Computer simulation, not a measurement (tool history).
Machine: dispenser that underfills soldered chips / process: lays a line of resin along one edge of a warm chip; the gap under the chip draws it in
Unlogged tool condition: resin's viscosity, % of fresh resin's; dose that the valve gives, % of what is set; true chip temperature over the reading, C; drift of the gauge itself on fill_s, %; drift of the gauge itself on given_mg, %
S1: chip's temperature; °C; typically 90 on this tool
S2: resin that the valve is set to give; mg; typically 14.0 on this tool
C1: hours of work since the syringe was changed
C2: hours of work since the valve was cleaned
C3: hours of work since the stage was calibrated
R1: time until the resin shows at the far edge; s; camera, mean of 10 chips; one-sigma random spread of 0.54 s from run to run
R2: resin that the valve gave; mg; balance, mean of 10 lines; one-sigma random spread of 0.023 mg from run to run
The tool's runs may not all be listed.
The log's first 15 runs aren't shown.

-- hour=107.7 new syringe of resin
run 16 hour=111.1 | S1=91 S2=14.0 | C1=2 C2=50 C3=192 | R1=51.7 R2=13.72
run 17 hour=116.3 | S1=90 S2=15.2 | C1=6 C2=54 C3=196 | R1=73.0 R2=14.90
-- hour=123.7 new syringe of resin
run 18 hour=125.4 | S1=90 S2=15.2 | C1=1 C2=60 C3=202 | R1=47.9 R2=14.86
run 19 hour=134.9 | S1=90 S2=15.2 | C1=8 C2=66 C3=208 | R1=86.2 R2=14.81
-- hour=139.5 new syringe of resin
run 20 hour=140.3 | S1=90 S2=15.2 | C1=1 C2=70 C3=212 | R1=43.1 R2=14.78
run 21 hour=147.5 | S1=89 S2=14.0 | C1=5 C2=75 C3=217 | R1=73.4 R2=13.56
-- hour=151.3 dispensing valve cleaned and set on the balance
-- hour=156.2 new syringe of resin
run 22 hour=157.3 | S1=104 S2=14.3 | C1=1 C2=4 C3=223 | R1=24.1 R2=14.37
run 23 hour=164.0 | S1=101 S2=12.4 | C1=5 C2=9 C3=227 | R1=43.8 R2=12.43
run 24 hour=170.8 | S1=101 S2=16.5 | C1=10 C2=13 C3=232 | R1=63.3 R2=16.53
-- hour=172.0 new syringe of resin
run 25 hour=178.0 | S1=94 S2=15.1 | C1=4 C2=18 C3=237 | R1=50.3 R2=15.08
run 26 hour=183.3 | S1=94 S2=15.1 | C1=8 C2=22 C3=240 | R1=70.7 R2=15.07
-- hour=187.6 new syringe of resin
run 27 hour=191.8 | S1=94 S2=15.1 | C1=3 C2=27 C3=246 | R1=44.6 R2=15.03
run 28 hour=201.5 | S1=104 S2=14.5 | C1=10 C2=34 C3=253 | R1=52.3 R2=14.38
-- hour=203.4 new syringe of resin
run 29 hour=206.7 | S1=104 S2=14.5 | C1=2 C2=37 C3=256 | R1=26.8 R2=14.38
run 30 hour=213.6 | S1=85 S2=18.0 | C1=7 C2=42 C3=261 | R1=97.0 R2=17.81
-- hour=219.2 new syringe of resin
run 31 hour=223.4 | S1=95 S2=13.0 | C1=3 C2=49 C3=267 | R1=45.1 R2=12.84
run 32 hour=229.5 | S1=90 S2=16.0 | C1=7 C2=53 C3=272 | R1=79.6 R2=15.80
-- hour=235.3 new syringe of resin
run 33 hour=237.6 | S1=85 S2=13.0 | C1=2 C2=58 C3=277 | R1=62.6 R2=12.80
run 34 hour=245.6 | S1=104 S2=14.0 | C1=7 C2=64 C3=282 | R1=42.2 R2=13.75
-- hour=251.4 new syringe of resin
run 35 hour=254.8 | S1=79 S2=14.0 | C1=2 C2=70 C3=288 | R1=90.4 R2=13.72

Branching from run 35: 3 alternative next runs. What would each branch give?
run A hour=263.4 | S1=81 S2=13.4 | C1=8 C2=76 C3=294 | R1=? R2=?
run B hour=263.4 | S1=76 S2=16.6 | C1=8 C2=76 C3=294 | R1=? R2=?
run C hour=263.4 | S1=101 S2=14.3 | C1=8 C2=76 C3=294 | R1=? R2=?

run=A R1=138.8 R2=13.09
run=B R1=174.5 R2=16.25
run=C R1=53.8 R2=13.98
With no hidden state in the tool, these same runs would have given:
run=A R1=70.2 R2=13.39
run=B R1=89.0 R2=16.62
run=C R1=26.7 R2=14.30

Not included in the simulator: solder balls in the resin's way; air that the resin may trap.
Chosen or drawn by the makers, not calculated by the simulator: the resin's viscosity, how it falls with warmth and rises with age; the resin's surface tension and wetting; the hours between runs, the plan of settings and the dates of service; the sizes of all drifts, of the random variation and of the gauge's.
